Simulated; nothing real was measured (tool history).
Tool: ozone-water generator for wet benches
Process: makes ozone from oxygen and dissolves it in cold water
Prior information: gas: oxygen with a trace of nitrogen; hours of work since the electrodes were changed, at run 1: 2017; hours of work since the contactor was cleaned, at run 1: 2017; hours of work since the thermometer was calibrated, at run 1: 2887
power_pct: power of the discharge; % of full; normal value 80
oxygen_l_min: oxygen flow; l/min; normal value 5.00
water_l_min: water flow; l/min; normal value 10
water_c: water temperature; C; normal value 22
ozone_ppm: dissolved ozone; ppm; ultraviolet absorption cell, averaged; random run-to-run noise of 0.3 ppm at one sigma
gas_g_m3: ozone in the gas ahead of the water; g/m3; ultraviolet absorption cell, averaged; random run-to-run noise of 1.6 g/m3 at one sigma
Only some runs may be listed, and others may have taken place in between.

run    hour  power_pct  oxygen_l_min  water_l_min  water_c  hours of work since the electrodes were changed  hours of work since the contactor was cleaned  hours of work since the thermometer was calibrated  ozone_ppm  gas_g_m3
  1     0.0         80          5.00           10       22                                             2017                                           2017                                                2887       43.8     286.3
  2    53.9         80          5.00           10       22                                             2066                                           2066                                                2935       43.7     287.3
  3   116.2         80          5.00           10       22                                             2122                                           2122                                                2991       44.1     284.6
  4   200.6         80          5.00           10       22                                             2198                                           2198                                                3067       43.5     280.6
  5   283.0         80          5.00           10       22                                             2272                                           2272                                                3142       43.9     284.2
  6   383.9         80          5.00           10       22                                             2363                                           2363                                                3233       43.6     280.5
  7   436.3         80          5.00           10       22                                             2411                                           2411                                                3280       43.8     283.8
  8   542.7         80          5.00           10       22                                             2506                                           2506                                                3376       43.2     280.8
  9   650.4         80          5.00           11       22                                             2603                                           2603                                                3473       40.9     281.0
 10   746.2         80          5.00           11       22                                             2690                                           2690                                                3559       40.5     278.1
 11   798.0         80          5.00           10       22                                             2736                                           2736                                                3606       42.8     282.5
 12   874.7         80          2.86           10       22                                             2806                                           2806                                                3675       41.3     342.4
 13   964.3         80          2.86           10       22                                             2886                                           2886                                                3756       41.3     343.1
 14  1037.5         80          3.06           10       22                                             2952                                           2952                                                3821       42.1     335.4
 15  1143.2         80          3.06           10       22                                             3047                                           3047                                                3917       41.3     335.3
 16  1215.7         80          3.06           10       22                                             3113                                           3113                                                3982       41.7     334.0
 17  1275.8         80          3.09            9       22                                             3167                                           3167                                                4036       43.8     331.3
 18  1358.3         80          3.09            9       22                                             3241                                           3241                                                4110       43.7     334.2
 19  1438.2         80          4.40            7       22                                             3313                                           3313                                                4183       49.5     289.4
     1449.6  -- contactor cleaned
 20  1548.7         80          4.40            7       22                                             3409                                             89                                                4278       49.1     289.7
 21  1596.3         80          4.40            7       22                                             3452                                            132                                                4321       48.6     287.8
 22  1660.6         80          4.40            7       22                                             3510                                            190                                                4379       49.7     284.7
     1720.7  -- contactor cleaned, once more
 23  1725.9         80          4.40            7       22                                             3565                                              5                                                4435       50.1     286.7
 24  1826.4         41          4.22           16       15                                             3656                                             95                                                4525       20.9     168.9
 25  1877.5         49          7.34            7       21                                             3702                                            141                                                4571       32.4     158.5
 26  1977.9         61          7.21           12       16                                             3792                                            232                                                4662       34.7     191.5
 27  2075.3         61          7.21           12       16                                             3880                                            319                                                4749       34.8     190.6
 28  2153.5         53          6.51           12       19                                             3951                                            390                                                4820       29.0     177.5
 29  2255.1         53          6.51           12       19                                             4042                                            481                                                4911       29.2     179.2
 30  2356.8         53          6.51           12       19                                             4134                                            573                                                5003       29.0     176.6
 31  2423.3         59          6.51           12       16                                             4194                                            633                                                5063       33.7     193.2
 32  2476.0         59          6.51           12       16                                             4241                                            680                                                5110       33.7     191.7

5 options for the next run, each taken on its own from the tool as it stands now. Forecast them:
  A  2563.7         49          6.51            6       29                                             4320                                            759                                                5189          ?         ?
  B  2563.7         53          4.42            7       22                                             4320                                            759                                                5189          ?         ?
  C  2563.7         80          6.67            9       22                                             4320                                            759                                                5189          ?         ?
  D  2563.7         59          6.51            6       25                                             4320                                            759                                                5189          ?         ?
  E  2563.7         59          6.51           14       16                                             4320                                            759                                                5189          ?         ?

run  ozone_ppm  gas_g_m3
  A       27.7     165.0
  B       35.0     201.3
  C       42.6     239.5
  D       35.3     191.5
  E       30.6     191.0
Take away the tool's hidden state, keep each run's random variation, and the runs would have read:
run  ozone_ppm  gas_g_m3
  A       30.0     176.9
  B       38.1     217.2
  C       47.9     267.2
  D       38.8     208.4
  E       33.6     207.9
